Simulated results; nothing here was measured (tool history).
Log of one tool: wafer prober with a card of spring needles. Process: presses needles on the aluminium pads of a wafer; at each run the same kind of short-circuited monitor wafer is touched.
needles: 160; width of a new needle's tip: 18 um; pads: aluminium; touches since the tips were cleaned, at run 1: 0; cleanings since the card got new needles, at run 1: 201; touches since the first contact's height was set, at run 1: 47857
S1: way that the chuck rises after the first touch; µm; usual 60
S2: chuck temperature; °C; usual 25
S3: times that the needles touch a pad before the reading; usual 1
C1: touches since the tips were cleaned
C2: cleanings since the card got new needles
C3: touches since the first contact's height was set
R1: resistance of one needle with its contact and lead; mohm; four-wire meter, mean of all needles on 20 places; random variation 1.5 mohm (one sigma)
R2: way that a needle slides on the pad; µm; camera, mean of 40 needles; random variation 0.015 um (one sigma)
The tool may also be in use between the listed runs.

{"run": 1, "hour": 0.0, "S1": 60, "S2": 25, "S3": 1, "C1": 0, "C2": 201, "C3": 47857, "R1": 141, "R2": 11.4}
{"hour": 15.2, "done": "tips cleaned on abrasive film"}
{"hour": 30.5, "done": "tips cleaned on abrasive film"}
{"run": 2, "hour": 40.4, "S1": 61, "S2": 25, "S3": 1, "C1": 7351, "C2": 203, "C3": 77540, "R1": 218, "R2": 11.61}
{"hour": 43.6, "done": "tips cleaned on abrasive film"}
{"hour": 58.8, "done": "tips cleaned on abrasive film"}
{"hour": 74.0, "done": "tips cleaned on abrasive film"}
{"run": 3, "hour": 80.4, "S1": 61, "S2": 25, "S3": 1, "C1": 4704, "C2": 206, "C3": 106808, "R1": 202, "R2": 11.57}
{"hour": 86.6, "done": "tips cleaned on abrasive film"}
{"hour": 98.8, "done": "tips cleaned on abrasive film"}
{"hour": 114.0, "done": "tips cleaned on abrasive film"}
{"hour": 129.3, "done": "tips cleaned on abrasive film"}
{"run": 4, "hour": 140.7, "S1": 60, "S2": 25, "S3": 1, "C1": 8467, "C2": 210, "C3": 151011, "R1": 234, "R2": 11.32}
{"hour": 143.9, "done": "tips cleaned on abrasive film"}
{"hour": 159.1, "done": "tips cleaned on abrasive film"}
{"hour": 174.3, "done": "tips cleaned on abrasive film"}
{"hour": 189.6, "done": "tips cleaned on abrasive film"}
{"hour": 197.4, "done": "height of the first contact set anew"}
{"run": 5, "hour": 197.4, "S1": 43, "S2": 25, "S3": 1, "C1": 5576, "C2": 214, "C3": 0, "R1": 295, "R2": 7.99}
{"hour": 203.6, "done": "tips cleaned on abrasive film"}
{"hour": 218.8, "done": "tips cleaned on abrasive film"}
{"hour": 234.1, "done": "tips cleaned on abrasive film"}
{"hour": 249.3, "done": "tips cleaned on abrasive film"}
{"hour": 264.5, "done": "tips cleaned on abrasive film"}
{"run": 6, "hour": 270.6, "S1": 60, "S2": 25, "S3": 1, "C1": 4434, "C2": 219, "C3": 53566, "R1": 200, "R2": 11.18}
{"hour": 279.7, "done": "tips cleaned on abrasive film"}
{"hour": 292.0, "done": "tips cleaned on abrasive film"}
{"hour": 307.2, "done": "tips cleaned on abrasive film"}
{"run": 7, "hour": 313.2, "S1": 60, "S2": 25, "S3": 1, "C1": 4402, "C2": 222, "C3": 84768, "R1": 202, "R2": 11.13}
{"hour": 322.3, "done": "tips cleaned on abrasive film"}
{"hour": 337.8, "done": "height of the first contact set anew, once more"}
{"hour": 337.9, "done": "tips cleaned on abrasive film"}
{"run": 8, "hour": 346.6, "S1": 60, "S2": 25, "S3": 1, "C1": 6458, "C2": 224, "C3": 6458, "R1": 219, "R2": 11.41}
{"hour": 352.8, "done": "tips cleaned on abrasive film"}
{"hour": 368.0, "done": "tips cleaned on abrasive film"}
{"hour": 380.2, "done": "tips cleaned on abrasive film"}
{"hour": 395.5, "done": "tips cleaned on abrasive film"}
{"run": 9, "hour": 406.5, "S1": 72, "S2": 25, "S3": 1, "C1": 8103, "C2": 228, "C3": 50294, "R1": 201, "R2": 13.69}
{"hour": 409.6, "done": "tips cleaned on abrasive film"}
{"hour": 424.8, "done": "tips cleaned on abrasive film"}
{"hour": 440.1, "done": "tips cleaned on abrasive film"}
{"hour": 455.3, "done": "tips cleaned on abrasive film"}
{"run": 10, "hour": 460.3, "S1": 72, "S2": 25, "S3": 1, "C1": 3705, "C2": 232, "C3": 89731, "R1": 175, "R2": 13.63}
{"hour": 469.5, "done": "tips cleaned on abrasive film"}
{"hour": 484.7, "done": "tips cleaned on abrasive film"}
{"hour": 500.0, "done": "tips cleaned on abrasive film"}
{"hour": 515.2, "done": "tips cleaned on abrasive film"}
{"hour": 530.5, "done": "tips cleaned on abrasive film"}
{"run": 11, "hour": 530.7, "S1": 72, "S2": 25, "S3": 1, "C1": 156, "C2": 237, "C3": 141252, "R1": 143, "R2": 13.64}
{"hour": 542.9, "done": "tips cleaned on abrasive film"}
{"hour": 558.1, "done": "tips cleaned on abrasive film"}
{"hour": 573.4, "done": "tips cleaned on abrasive film"}
{"hour": 585.6, "done": "tips cleaned on abrasive film"}
{"run": 12, "hour": 594.1, "S1": 60, "S2": 45, "S3": 1, "C1": 6263, "C2": 241, "C3": 187713, "R1": 218, "R2": 11.29}
{"hour": 600.2, "done": "tips cleaned on abrasive film"}
{"hour": 600.5, "done": "height of the first contact set anew"}
{"hour": 615.7, "done": "tips cleaned on abrasive film"}
{"hour": 631.0, "done": "tips cleaned on abrasive film"}
{"hour": 646.2, "done": "tips cleaned on abrasive film"}
{"run": 13, "hour": 646.9, "S1": 60, "S2": 28, "S3": 1, "C1": 476, "C2": 245, "C3": 33975, "R1": 156, "R2": 11.44}
{"hour": 659.1, "done": "tips cleaned on abrasive film"}
{"hour": 674.3, "done": "tips cleaned on abrasive film"}
{"hour": 689.6, "done": "tips cleaned on abrasive film"}
{"run": 14, "hour": 692.0, "S1": 58, "S2": 28, "S3": 1, "C1": 1819, "C2": 248, "C3": 67061, "R1": 178, "R2": 11.01}
{"hour": 704.2, "done": "tips cleaned on abrasive film"}
{"hour": 719.5, "done": "tips cleaned on abrasive film"}
{"hour": 734.7, "done": "tips cleaned on abrasive film"}
{"hour": 747.3, "done": "tips cleaned on abrasive film"}
{"run": 15, "hour": 747.3, "S1": 52, "S2": 61, "S3": 1, "C1": 0, "C2": 252, "C3": 107531, "R1": 148, "R2": 9.85}
{"hour": 762.5, "done": "tips cleaned on abrasive film"}
{"hour": 777.8, "done": "tips cleaned on abrasive film"}
{"hour": 793.0, "done": "tips cleaned on abrasive film"}
{"hour": 808.2, "done": "tips cleaned on abrasive film"}
{"run": 16, "hour": 810.0, "S1": 57, "S2": 61, "S3": 3, "C1": 1281, "C2": 256, "C3": 153478, "R1": 151, "R2": 10.76}
{"hour": 822.2, "done": "tips cleaned on abrasive film"}
{"hour": 837.4, "done": "tips cleaned on abrasive film"}
{"run": 17, "hour": 844.4, "S1": 57, "S2": 61, "S3": 3, "C1": 5153, "C2": 258, "C3": 178731, "R1": 170, "R2": 10.72}
{"hour": 850.6, "done": "tips cleaned on abrasive film"}
{"hour": 862.8, "done": "tips cleaned on abrasive film"}
{"hour": 863.1, "done": "height of the first contact set anew"}
{"hour": 878.3, "done": "tips cleaned on abrasive film"}
{"hour": 890.5, "done": "tips cleaned on abrasive film"}
{"run": 18, "hour": 895.9, "S1": 57, "S2": 61, "S3": 3, "C1": 3951, "C2": 262, "C3": 24051, "R1": 166, "R2": 10.88}
{"hour": 905.1, "done": "tips cleaned on abrasive film"}
{"hour": 920.3, "done": "tips cleaned on abrasive film"}
{"hour": 935.5, "done": "tips cleaned on abrasive film"}
{"hour": 950.8, "done": "tips cleaned on abrasive film"}
{"run": 19, "hour": 961.3, "S1": 57, "S2": 61, "S3": 3, "C1": 7768, "C2": 266, "C3": 72018, "R1": 174, "R2": 10.85}
{"hour": 964.4, "done": "tips cleaned on abrasive film"}
{"hour": 979.7, "done": "tips cleaned on abrasive film"}
{"hour": 994.9, "done": "tips cleaned on abrasive film"}
{"hour": 1010.1, "done": "tips cleaned on abrasive film"}
{"hour": 1025.4, "done": "tips cleaned on abrasive film"}
{"run": 20, "hour": 1027.1, "S1": 56, "S2": 29, "S3": 2, "C1": 1257, "C2": 271, "C3": 120175, "R1": 154, "R2": 10.58}
{"hour": 1039.3, "done": "tips cleaned on abrasive film"}
{"hour": 1051.5, "done": "tips cleaned on abrasive film"}
{"hour": 1066.7, "done": "tips cleaned on abrasive film"}
{"hour": 1082.0, "done": "tips cleaned on abrasive film"}
{"run": 21, "hour": 1088.4, "S1": 50, "S2": 29, "S3": 2, "C1": 4727, "C2": 275, "C3": 165101, "R1": 198, "R2": 9.41}
{"hour": 1094.5, "done": "tips cleaned on abrasive film"}
{"hour": 1106.8, "done": "tips cleaned on abrasive film"}
{"hour": 1122.0, "done": "tips cleaned on abrasive film"}
{"hour": 1125.3, "done": "height of the first contact set anew"}
{"hour": 1137.5, "done": "tips cleaned on abrasive film"}
{"hour": 1150.4, "done": "tips cleaned on abrasive film"}
{"run": 22, "hour": 1150.4, "S1": 79, "S2": 30, "S3": 3, "C1": 0, "C2": 280, "C3": 18381, "R1": 138, "R2": 15.08}
{"hour": 1162.6, "done": "tips cleaned on abrasive film"}
{"hour": 1177.9, "done": "tips cleaned on abrasive film"}
{"hour": 1193.1, "done": "tips cleaned on abrasive film"}
{"hour": 1208.4, "done": "tips cleaned on abrasive film"}
{"run": 23, "hour": 1215.7, "S1": 79, "S2": 78, "S3": 2, "C1": 5403, "C2": 284, "C3": 66218, "R1": 166, "R2": 15.03}
{"hour": 1221.8, "done": "tips cleaned on abrasive film"}
{"hour": 1234.1, "done": "tips cleaned on abrasive film"}
{"hour": 1249.3, "done": "tips cleaned on abrasive film"}
{"hour": 1264.5, "done": "tips cleaned on abrasive film"}
{"hour": 1276.7, "done": "tips cleaned on abrasive film"}
{"run": 24, "hour": 1277.0, "S1": 65, "S2": 78, "S3": 2, "C1": 209, "C2": 289, "C3": 111094, "R1": 151, "R2": 12.34}
{"hour": 1289.2, "done": "tips cleaned on abrasive film"}
{"hour": 1304.5, "done": "tips cleaned on abrasive film"}
{"hour": 1319.7, "done": "tips cleaned on abrasive film"}
{"run": 25, "hour": 1323.7, "S1": 60, "S2": 90, "S3": 3, "C1": 2975, "C2": 292, "C3": 145337, "R1": 167, "R2": 11.33}
{"hour": 1332.9, "done": "tips cleaned on abrasive film"}
{"hour": 1348.2, "done": "tips cleaned on abrasive film"}
{"hour": 1360.4, "done": "tips cleaned on abrasive film"}
{"run": 26, "hour": 1363.1, "S1": 60, "S2": 90, "S3": 3, "C1": 2000, "C2": 295, "C3": 174134, "R1": 160, "R2": 11.3}
{"hour": 1375.3, "done": "tips cleaned on abrasive film"}
{"hour": 1387.7, "done": "height of the first contact set anew"}
{"hour": 1390.8, "done": "tips cleaned on abrasive film"}
{"hour": 1406.1, "done": "tips cleaned on abrasive film"}
{"hour": 1421.3, "done": "tips cleaned on abrasive film"}
{"hour": 1434.8, "done": "tips cleaned on abrasive film"}
{"run": 27, "hour": 1434.8, "S1": 77, "S2": 29, "S3": 1, "C1": 0, "C2": 300, "C3": 34473, "R1": 142, "R2": 14.66}

Hidden state at the last listed run before each entry between runs and at the first one after, where it differs:
Between runs 1 and 2: tips cleaned on abrasive film (hour 15.2); tips cleaned on abrasive film (hour 30.5)
  debris on the tips, nm: 8.5 -> 168.3; way that the needles fall short of the set height, um: 0.27 -> 0.36; tips' diameter, um: 21.58 -> 21.61
  measured less the result without the state, R1: +6 -> +85 mohm; R2: -0.05 -> -0.07 µm
Between runs 2 and 3: tips cleaned on abrasive film (hour 43.6); tips cleaned on abrasive film (hour 58.8); tips cleaned on abrasive film (hour 74)
  debris on the tips, nm: 168.3 -> 132.6; way that the needles fall short of the set height, um: 0.36 -> 0.52; tips' diameter, um: 21.61 -> 21.67
  measured less the result without the state, R1: +85 -> +68 mohm; R2: -0.07 -> -0.1 µm
Between runs 3 and 4: tips cleaned on abrasive film (hour 86.6); tips cleaned on abrasive film (hour 98.8); tips cleaned on abrasive film (hour 114); tips cleaned on abrasive film (hour 129.3)
  debris on the tips, nm: 132.6 -> 180.3; way that the needles fall short of the set height, um: 0.52 -> 0.71; tips' diameter, um: 21.67 -> 21.74
  measured less the result without the state, R1: +68 -> +98 mohm; R2: -0.1 -> -0.14 µm
Between runs 4 and 5: tips cleaned on abrasive film (hour 143.9); tips cleaned on abrasive film (hour 159.1); tips cleaned on abrasive film (hour 174.3); tips cleaned on abrasive film (hour 189.6); height of the first contact set anew (hour 197.4)
  debris on the tips, nm: 180.3 -> 152; way that the needles fall short of the set height, um: 0.71 -> 1.19; tips' diameter, um: 21.74 -> 21.81
  measured less the result without the state, R1: +98 -> +155 mohm; R2: -0.14 -> -0.23 µm
Between runs 5 and 6: tips cleaned on abrasive film (hour 203.6); tips cleaned on abrasive film (hour 218.8); tips cleaned on abrasive film (hour 234.1); tips cleaned on abrasive film (hour 249.3); tips cleaned on abrasive film (hour 264.5)
  debris on the tips, nm: 152 -> 116.3; way that the needles fall short of the set height, um: 1.19 -> 1.46; tips' diameter, um: 21.81 -> 21.9
  measured less the result without the state, R1: +155 -> +65 mohm; R2: -0.23 -> -0.28 µm
Between runs 6 and 7: tips cleaned on abrasive film (hour 279.7); tips cleaned on abrasive film (hour 292); tips cleaned on abrasive film (hour 307.2)
  debris on the tips, nm: 116.3 -> 118.5; way that the needles fall short of the set height, um: 1.46 -> 1.64; tips' diameter, um: 21.9 -> 21.96
  measured less the result without the state, R1: +65 -> +67 mohm; R2: -0.28 -> -0.32 µm
Between runs 7 and 8: tips cleaned on abrasive film (hour 322.3); height of the first contact set anew, once more (hour 337.8); tips cleaned on abrasive film (hour 337.9)
  debris on the tips, nm: 118.5 -> 155.2; way that the needles fall short of the set height, um: 1.64 -> 0.06; tips' diameter, um: 21.96 -> 22
  measured less the result without the state, R1: +67 -> +84 mohm; R2: -0.32 -> -0.01 µm
Between runs 8 and 9: tips cleaned on abrasive film (hour 352.8); tips cleaned on abrasive film (hour 368); tips cleaned on abrasive film (hour 380.2); tips cleaned on abrasive film (hour 395.5)
  debris on the tips, nm: 155.2 -> 174.3; way that the needles fall short of the set height, um: 0.06 -> 0.27; tips' diameter, um: 22 -> 22.07
  measured less the result without the state, R1: +84 -> +69 mohm; R2: -0.01 -> -0.05 µm
Between runs 9 and 10: tips cleaned on abrasive film (hour 409.6); tips cleaned on abrasive film (hour 424.8); tips cleaned on abrasive film (hour 440.1); tips cleaned on abrasive film (hour 455.3)
  debris on the tips, nm: 174.3 -> 107.1; way that the needles fall short of the set height, um: 0.27 -> 0.47; tips' diameter, um: 22.07 -> 22.14
  measured less the result without the state, R1: +69 -> +43 mohm; R2: -0.05 -> -0.09 µm
Between runs 10 and 11: tips cleaned on abrasive film (hour 469.5); tips cleaned on abrasive film (hour 484.7); tips cleaned on abrasive film (hour 500); tips cleaned on abrasive film (hour 515.2); tips cleaned on abrasive film (hour 530.5)
  debris on the tips, nm: 107.1 -> 17.8; way that the needles fall short of the set height, um: 0.47 -> 0.73; tips' diameter, um: 22.14 -> 22.23
  measured less the result without the state, R1: +43 -> +9 mohm; R2: -0.09 -> -0.14 µm
Between runs 11 and 12: tips cleaned on abrasive film (hour 542.9); tips cleaned on abrasive film (hour 558.1); tips cleaned on abrasive film (hour 573.4); tips cleaned on abrasive film (hour 585.6)
  debris on the tips, nm: 17.8 -> 151.4; way that the needles fall short of the set height, um: 0.73 -> 0.92; tips' diameter, um: 22.23 -> 22.3
  measured less the result without the state, R1: +9 -> +83 mohm; R2: -0.14 -> -0.18 µm
Between runs 12 and 13: tips cleaned on abrasive film (hour 600.2); height of the first contact set anew (hour 600.5); tips cleaned on abrasive film (hour 615.7); tips cleaned on abrasive film (hour 631); tips cleaned on abrasive film (hour 646.2)
  debris on the tips, nm: 151.4 -> 36.9; way that the needles fall short of the set height, um: 0.92 -> 0.12; tips' diameter, um: 22.3 -> 22.36
  measured less the result without the state, R1: +83 -> +21 mohm; R2: -0.18 -> -0.02 µm
Between runs 13 and 14: tips cleaned on abrasive film (hour 659.1); tips cleaned on abrasive film (hour 674.3); tips cleaned on abrasive film (hour 689.6)
  debris on the tips, nm: 36.9 -> 74.1; way that the needles fall short of the set height, um: 0.12 -> 0.25; tips' diameter, um: 22.36 -> 22.41
  measured less the result without the state, R1: +21 -> +45 mohm; R2: -0.02 -> -0.05 µm
Between runs 14 and 15: tips cleaned on abrasive film (hour 704.2); tips cleaned on abrasive film (hour 719.5); tips cleaned on abrasive film (hour 734.7); tips cleaned on abrasive film (hour 747.3)
  debris on the tips, nm: 74.1 -> 7.7; way that the needles fall short of the set height, um: 0.25 -> 0.43; tips' diameter, um: 22.41 -> 22.48
  measured less the result without the state, R1: +45 -> +7 mohm; R2: -0.05 -> -0.08 µm
Between runs 15 and 16: tips cleaned on abrasive film (hour 762.5); tips cleaned on abrasive film (hour 777.8); tips cleaned on abrasive film (hour 793); tips cleaned on abrasive film (hour 808.2)
  debris on the tips, nm: 7.7 -> 49.6; way that the needles fall short of the set height, um: 0.43 -> 0.64; tips' diameter, um: 22.48 -> 22.55
  measured less the result without the state, R1: +7 -> +12 mohm; R2: -0.08 -> -0.12 µm
Between runs 16 and 17: tips cleaned on abrasive film (hour 822.2); tips cleaned on abrasive film (hour 837.4)
  debris on the tips, nm: 49.6 -> 140.1; way that the needles fall short of the set height, um: 0.64 -> 0.74; tips' diameter, um: 22.55 -> 22.58
  measured less the result without the state, R1: +12 -> +31 mohm; R2: -0.12 -> -0.14 µm
Between runs 17 and 18: tips cleaned on abrasive film (hour 850.6); tips cleaned on abrasive film (hour 862.8); height of the first contact set anew (hour 863.1); tips cleaned on abrasive film (hour 878.3); tips cleaned on abrasive film (hour 890.5)
  debris on the tips, nm: 140.1 -> 119.6; way that the needles fall short of the set height, um: 0.74 -> 0.08; tips' diameter, um: 22.58 -> 22.64
  measured less the result without the state, R1: +31 -> +27 mohm; R2: -0.14 -> -0.01 µm
Between runs 18 and 19: tips cleaned on abrasive film (hour 905.1); tips cleaned on abrasive film (hour 920.3); tips cleaned on abrasive film (hour 935.5); tips cleaned on abrasive film (hour 950.8)
  debris on the tips, nm: 119.6 -> 171; way that the needles fall short of the set height, um: 0.08 -> 0.28; tips' diameter, um: 22.64 -> 22.71
  measured less the result without the state, R1: +27 -> +37 mohm; R2: -0.01 -> -0.06 µm
Between runs 19 and 20: tips cleaned on abrasive film (hour 964.4); tips cleaned on abrasive film (hour 979.7); tips cleaned on abrasive film (hour 994.9); tips cleaned on abrasive film (hour 1010.1); tips cleaned on abrasive film (hour 1025.4)
  debris on the tips, nm: 171 -> 42.4; way that the needles fall short of the set height, um: 0.28 -> 0.54; tips' diameter, um: 22.71 -> 22.81
  measured less the result without the state, R1: +37 -> +18 mohm; R2: -0.06 -> -0.11 µm
Between runs 20 and 21: tips cleaned on abrasive film (hour 1039.3); tips cleaned on abrasive film (hour 1051.5); tips cleaned on abrasive film (hour 1066.7); tips cleaned on abrasive film (hour 1082)
  debris on the tips, nm: 42.4 -> 130.2; way that the needles fall short of the set height, um: 0.54 -> 0.74; tips' diameter, um: 22.81 -> 22.87
  measured less the result without the state, R1: +18 -> +63 mohm; R2: -0.11 -> -0.14 µm
Between runs 21 and 22: tips cleaned on abrasive film (hour 1094.5); tips cleaned on abrasive film (hour 1106.8); tips cleaned on abrasive film (hour 1122); height of the first contact set anew (hour 1125.3); tips cleaned on abrasive film (hour 1137.5); tips cleaned on abrasive film (hour 1150.4)
  debris on the tips, nm: 130.2 -> 13.3; way that the needles fall short of the set height, um: 0.74 -> 0.11; tips' diameter, um: 22.87 -> 22.98
  measured less the result without the state, R1: +63 -> +3 mohm; R2: -0.14 -> -0.02 µm
Between runs 22 and 23: tips cleaned on abrasive film (hour 1162.6); tips cleaned on abrasive film (hour 1177.9); tips cleaned on abrasive film (hour 1193.1); tips cleaned on abrasive film (hour 1208.4)
  debris on the tips, nm: 13.3 -> 127.4; way that the needles fall short of the set height, um: 0.11 -> 0.29; tips' diameter, um: 22.98 -> 23.04
  measured less the result without the state, R1: +3 -> +26 mohm; R2: -0.02 -> -0.05 µm
Between runs 23 and 24: tips cleaned on abrasive film (hour 1221.8); tips cleaned on abrasive film (hour 1234.1); tips cleaned on abrasive film (hour 1249.3); tips cleaned on abrasive film (hour 1264.5); tips cleaned on abrasive film (hour 1276.7)
  debris on the tips, nm: 127.4 -> 23.3; way that the needles fall short of the set height, um: 0.29 -> 0.53; tips' diameter, um: 23.04 -> 23.12
  measured less the result without the state, R1: +26 -> +8 mohm; R2: -0.05 -> -0.1 µm
Between runs 24 and 25: tips cleaned on abrasive film (hour 1289.2); tips cleaned on abrasive film (hour 1304.5); tips cleaned on abrasive film (hour 1319.7)
  debris on the tips, nm: 23.3 -> 101.8; way that the needles fall short of the set height, um: 0.53 -> 0.69; tips' diameter, um: 23.12 -> 23.18
  measured less the result without the state, R1: +8 -> +22 mohm; R2: -0.1 -> -0.13 µm
Between runs 25 and 26: tips cleaned on abrasive film (hour 1332.9); tips cleaned on abrasive film (hour 1348.2); tips cleaned on abrasive film (hour 1360.4)
  debris on the tips, nm: 101.8 -> 82.1; way that the needles fall short of the set height, um: 0.69 -> 0.81; tips' diameter, um: 23.18 -> 23.22
  measured less the result without the state, R1: +22 -> +18 mohm; R2: -0.13 -> -0.15 µm
Between runs 26 and 27: tips cleaned on abrasive film (hour 1375.3); height of the first contact set anew (hour 1387.7); tips cleaned on abrasive film (hour 1390.8); tips cleaned on abrasive film (hour 1406.1); tips cleaned on abrasive film (hour 1421.3); tips cleaned on abrasive film (hour 1434.8)
  debris on the tips, nm: 82.1 -> 22; way that the needles fall short of the set height, um: 0.81 -> 0.18; tips' diameter, um: 23.22 -> 23.31
  measured less the result without the state, R1: +18 -> +10 mohm; R2: -0.15 -> -0.04 µm

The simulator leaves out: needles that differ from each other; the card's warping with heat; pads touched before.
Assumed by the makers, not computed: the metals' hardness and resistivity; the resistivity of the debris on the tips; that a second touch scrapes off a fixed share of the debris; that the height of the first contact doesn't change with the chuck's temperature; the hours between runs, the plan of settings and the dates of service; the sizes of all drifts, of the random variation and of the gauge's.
